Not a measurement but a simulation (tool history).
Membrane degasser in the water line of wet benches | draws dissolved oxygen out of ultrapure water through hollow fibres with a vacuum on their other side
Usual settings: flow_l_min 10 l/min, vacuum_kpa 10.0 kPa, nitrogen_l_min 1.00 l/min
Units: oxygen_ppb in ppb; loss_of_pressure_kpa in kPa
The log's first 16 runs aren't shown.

| run | hour | flow_l_min | vacuum_kpa | nitrogen_l_min | hours since the membrane was changed | hours since the vacuum gauge was calibrated | hours since the vacuum lines were made tight | oxygen_ppb | loss_of_pressure_kpa |
|---|---|---|---|---|---|---|---|---|---|
| 17 | 490.0 | 15 | 20.8 | 1.00 | 641 | 71 | 7831 | 592.2 | 94.37 |
| 18 | 528.6 | 15 | 20.8 | 1.00 | 680 | 109 | 7870 | 586.2 | 94.76 |
| 19 | 573.7 | 7 | 20.8 | 1.00 | 725 | 155 | 7915 | 300.0 | 44.04 |
| 20 | 598.7 | 10 | 10.0 | 1.46 | 750 | 180 | 7940 | 117.7 | 63.14 |
| 21 | 640.9 | 6 | 10.0 | 0.57 | 792 | 222 | 7982 | 173.2 | 37.74 |
| 22 | 669.0 | 6 | 11.8 | 1.20 | 820 | 250 | 8010 | 110.4 | 37.93 |
| 23 | 700.0 | 8 | 14.4 | 1.00 | 851 | 281 | 8041 | 220.9 | 50.42 |
| 24 | 731.3 | 11 | 10.0 | 2.27 | 882 | 312 | 8073 | 88.9 | 70.09 |
| 25 | 760.5 | 10 | 6.8 | 1.76 | 912 | 341 | 8102 | 56.4 | 63.26 |
| 26 | 809.5 | 10 | 6.8 | 1.76 | 961 | 390 | 8151 | 55.5 | 63.35 |
| 27 | 849.7 | 6 | 6.8 | 0.50 | 1001 | 430 | 8191 | 104.6 | 37.90 |
| 28 | 882.6 | 6 | 6.8 | 0.50 | 1034 | 463 | 8224 | 106.2 | 37.85 |
| 29 | 928.4 | 6 | 6.8 | 0.50 | 1080 | 509 | 8270 | 106.5 | 37.90 |
| 30 | 952.2 | 6 | 6.8 | 0.50 | 1103 | 533 | 8293 | 105.9 | 37.71 |
| 31 | 973.0 | 6 | 6.8 | 0.50 | 1124 | 554 | 8314 | 104.9 | 38.02 |
|  | 984.1 | seals of the vacuum lines changed |
| 32 | 1013.5 | 6 | 6.8 | 0.50 | 1163 | 592 | 29 | 103.6 | 38.07 |

Forecast each of these 4 alternatives for the next run:
| A | 1046.0 | 14 | 11.0 | 0.59 | 1195 | 625 | 62 | ? | ? |
| B | 1046.0 | 11 | 18.3 | 1.86 | 1195 | 625 | 62 | ? | ? |
| C | 1046.0 | 10 | 10.0 | 1.43 | 1195 | 625 | 62 | ? | ? |
| D | 1046.0 | 10 | 10.0 | 2.90 | 1195 | 625 | 62 | ? | ? |

| run | oxygen_ppb | loss_of_pressure_kpa |
|---|---|---|
| A | 403.9 | 89.03 |
| B | 220.6 | 69.20 |
| C | 119.3 | 63.58 |
| D | 63.7 | 63.14 |
Without the tool's hidden state the same runs would have given:
| run | oxygen_ppb | loss_of_pressure_kpa |
|---|---|---|
| A | 399.8 | 88.58 |
| B | 218.6 | 68.85 |
| C | 117.6 | 63.25 |
| D | 62.6 | 62.82 |
